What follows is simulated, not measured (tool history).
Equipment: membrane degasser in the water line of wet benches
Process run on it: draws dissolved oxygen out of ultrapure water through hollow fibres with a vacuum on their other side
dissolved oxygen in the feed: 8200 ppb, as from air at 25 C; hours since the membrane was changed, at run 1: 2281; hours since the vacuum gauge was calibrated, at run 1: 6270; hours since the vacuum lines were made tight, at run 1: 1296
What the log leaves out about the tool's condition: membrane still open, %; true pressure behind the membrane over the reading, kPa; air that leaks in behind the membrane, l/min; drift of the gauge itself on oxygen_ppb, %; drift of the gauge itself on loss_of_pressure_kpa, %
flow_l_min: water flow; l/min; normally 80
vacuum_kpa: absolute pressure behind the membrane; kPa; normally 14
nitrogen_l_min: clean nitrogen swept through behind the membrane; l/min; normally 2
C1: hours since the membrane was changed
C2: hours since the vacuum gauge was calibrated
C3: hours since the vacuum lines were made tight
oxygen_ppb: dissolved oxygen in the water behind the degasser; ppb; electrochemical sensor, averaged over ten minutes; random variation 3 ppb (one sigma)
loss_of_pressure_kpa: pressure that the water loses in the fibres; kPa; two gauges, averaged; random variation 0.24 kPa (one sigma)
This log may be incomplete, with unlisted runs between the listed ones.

run 1 hour=0 | flow_l_min=80 vacuum_kpa=14 nitrogen_l_min=2 | C1=2281 C2=6270 C3=1296 | oxygen_ppb=899 loss_of_pressure_kpa=65.44
run 2 hour=33.5 | flow_l_min=80 vacuum_kpa=14 nitrogen_l_min=2 | C1=2314 C2=6304 C3=1330 | oxygen_ppb=899.3 loss_of_pressure_kpa=65.62
run 3 hour=102.5 | flow_l_min=80 vacuum_kpa=14 nitrogen_l_min=1.05 | C1=2383 C2=6373 C3=1399 | oxygen_ppb=1366.2 loss_of_pressure_kpa=66.3
run 4 hour=148.4 | flow_l_min=80 vacuum_kpa=14 nitrogen_l_min=2 | C1=2429 C2=6419 C3=1444 | oxygen_ppb=911.3 loss_of_pressure_kpa=65.71
run 5 hour=210 | flow_l_min=80 vacuum_kpa=14 nitrogen_l_min=2 | C1=2491 C2=6480 C3=1506 | oxygen_ppb=901.2 loss_of_pressure_kpa=65.81
run 6 hour=256 | flow_l_min=80 vacuum_kpa=14 nitrogen_l_min=2 | C1=2537 C2=6526 C3=1552 | oxygen_ppb=908.7 loss_of_pressure_kpa=66.12
run 7 hour=321.3 | flow_l_min=80 vacuum_kpa=14 nitrogen_l_min=2 | C1=2602 C2=6592 C3=1617 | oxygen_ppb=897.3 loss_of_pressure_kpa=65.6
run 8 hour=382.7 | flow_l_min=80 vacuum_kpa=20 nitrogen_l_min=2 | C1=2663 C2=6653 C3=1679 | oxygen_ppb=1272.5 loss_of_pressure_kpa=65.54
run 9 hour=437.2 | flow_l_min=80 vacuum_kpa=14 nitrogen_l_min=3.99 | C1=2718 C2=6708 C3=1733 | oxygen_ppb=551.3 loss_of_pressure_kpa=65.53
run 10 hour=468.3 | flow_l_min=80 vacuum_kpa=14 nitrogen_l_min=3.99 | C1=2749 C2=6739 C3=1764 | oxygen_ppb=553.3 loss_of_pressure_kpa=65.93
run 11 hour=511.7 | flow_l_min=58 vacuum_kpa=23.6 nitrogen_l_min=1.08 | C1=2792 C2=6782 C3=1808 | oxygen_ppb=1771.4 loss_of_pressure_kpa=47.68
run 12 hour=559.1 | flow_l_min=58 vacuum_kpa=23.6 nitrogen_l_min=0.95 | C1=2840 C2=6829 C3=1855 | oxygen_ppb=1923.8 loss_of_pressure_kpa=47.45
run 13 hour=626.1 | flow_l_min=58 vacuum_kpa=23.6 nitrogen_l_min=0.95 | C1=2907 C2=6896 C3=1922 | oxygen_ppb=1914.5 loss_of_pressure_kpa=47.65
run 14 hour=692.7 | flow_l_min=80 vacuum_kpa=8.9 nitrogen_l_min=3.16 | C1=2974 C2=6963 C3=1989 | oxygen_ppb=406.6 loss_of_pressure_kpa=66.45
run 15 hour=731.8 | flow_l_min=80 vacuum_kpa=8.9 nitrogen_l_min=3.16 | C1=3013 C2=7002 C3=2028 | oxygen_ppb=409.8 loss_of_pressure_kpa=65.67
run 16 hour=796.1 | flow_l_min=80 vacuum_kpa=8.9 nitrogen_l_min=3.16 | C1=3077 C2=7067 C3=2092 | oxygen_ppb=408.9 loss_of_pressure_kpa=65.84
run 17 hour=827.5 | flow_l_min=114 vacuum_kpa=12 nitrogen_l_min=1.07 | C1=3108 C2=7098 C3=2124 | oxygen_ppb=1528.5 loss_of_pressure_kpa=93.91
run 18 hour=856.9 | flow_l_min=99 vacuum_kpa=14.8 nitrogen_l_min=3.3 | C1=3138 C2=7127 C3=2153 | oxygen_ppb=854.2 loss_of_pressure_kpa=81.33

Run 19, settings as shown, results not yet in. Your forecast:
run 19 hour=908.8 | flow_l_min=80 vacuum_kpa=13 nitrogen_l_min=2.64 | C1=3190 C2=7179 C3=2205 | oxygen_ppb=? loss_of_pressure_kpa=?

{"run 19": {"oxygen_ppb": 693.7, "loss_of_pressure_kpa": 65.99}}
The same run, on a tool lacking any hidden state, would have yielded oxygen_ppb 649.5 ppb, loss_of_pressure_kpa 64.4 kPa.

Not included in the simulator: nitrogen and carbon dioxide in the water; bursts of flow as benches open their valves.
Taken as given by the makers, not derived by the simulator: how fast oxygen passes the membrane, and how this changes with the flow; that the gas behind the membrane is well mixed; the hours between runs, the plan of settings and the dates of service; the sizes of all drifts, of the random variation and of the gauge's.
